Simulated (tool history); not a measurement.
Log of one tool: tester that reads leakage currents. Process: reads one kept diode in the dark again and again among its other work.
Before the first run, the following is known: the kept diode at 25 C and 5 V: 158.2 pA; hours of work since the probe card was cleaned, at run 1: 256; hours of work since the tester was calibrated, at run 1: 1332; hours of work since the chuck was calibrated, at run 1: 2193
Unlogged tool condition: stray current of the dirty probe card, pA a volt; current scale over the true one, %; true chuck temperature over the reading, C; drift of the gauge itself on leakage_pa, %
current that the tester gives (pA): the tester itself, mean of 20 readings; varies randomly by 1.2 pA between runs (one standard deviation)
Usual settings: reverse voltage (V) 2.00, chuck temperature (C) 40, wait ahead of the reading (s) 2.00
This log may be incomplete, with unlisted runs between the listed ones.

run	hour	reverse voltage (V)	chuck temperature (C)	wait ahead of the reading (s)	hours of work since the probe card was cleaned	hours of work since the tester was calibrated	hours of work since the chuck was calibrated	current that the tester gives (pA)
1	0.0	2.00	40	2.00	256	1332	2193	366.38
2	57.9	2.00	40	2.00	290	1366	2227	364.86
3	136.9	2.00	40	2.00	336	1413	2274	365.56
4	227.3	2.00	40	0.42	390	1466	2327	365.32
5	297.9	2.00	40	0.42	431	1508	2368	364.20
6	373.0	2.00	40	0.42	476	1552	2413	364.95
# hour 417.0: chuck's temperature calibrated
7	450.3	2.00	40	0.42	520	1596	20	397.98
8	487.9	2.00	40	2.00	542	1618	42	397.31
9	564.2	3.27	40	2.00	587	1663	87	486.65
10	607.7	3.27	40	2.00	613	1689	112	483.52
11	682.6	2.00	40	2.00	657	1733	156	395.18
12	721.3	2.00	40	2.79	679	1756	179	393.55
13	780.6	2.41	40	2.00	714	1791	214	426.17
14	859.5	2.41	40	2.00	761	1837	261	426.04
15	949.3	2.41	40	2.00	814	1890	314	424.36
16	1005.0	2.41	40	2.00	847	1923	346	421.87
17	1047.4	2.00	40	7.65	872	1948	371	390.97
18	1096.3	2.00	40	7.63	900	1977	400	392.14
19	1183.7	9.75	57	7.78	952	2028	452	2881.86
20	1229.3	9.75	57	7.78	979	2055	478	2884.57
21	1315.6	1.99	40	3.78	1029	2106	529	383.84
22	1375.0	15.73	39	1.30	1065	2141	564	858.39
# hour 1382.6: probe card cleaned and baked
23	1441.3	2.00	40	2.71	35	2178	602	385.57
24	1484.5	2.00	40	2.71	60	2204	627	385.94
25	1553.9	2.98	40	0.37	101	2244	668	457.39
26	1616.8	11.52	40	3.61	138	2282	705	800.15
27	1705.2	11.52	40	3.61	190	2334	757	801.76
28	1781.4	11.52	40	3.61	235	2378	802	799.54
29	1836.9	8.58	47	2.00	268	2411	835	1245.69
30	1873.5	8.58	47	2.00	289	2433	856	1246.32
31	1923.1	8.58	47	2.00	318	2462	885	1243.23
32	1965.2	8.58	47	2.00	343	2487	910	1243.11
33	2041.3	8.58	47	2.00	388	2531	955	1247.17

Forecast each of these 4 alternatives for the next run:
A	2098.2	6.13	27	0.52	421	2565	988	?
B	2098.2	8.58	47	0.42	421	2565	988	?
C	2098.2	8.58	53	2.00	421	2565	988	?
D	2098.2	2.98	25	2.91	421	2565	988	?

run	current that the tester gives (pA)
A	200.70
B	1241.46
C	1991.27
D	122.35
The same runs, with their run-to-run variation unchanged, on a tool lacking any hidden condition would have given:
run	current that the tester gives (pA)
A	209.10
B	1296.00
C	2077.76
D	127.84
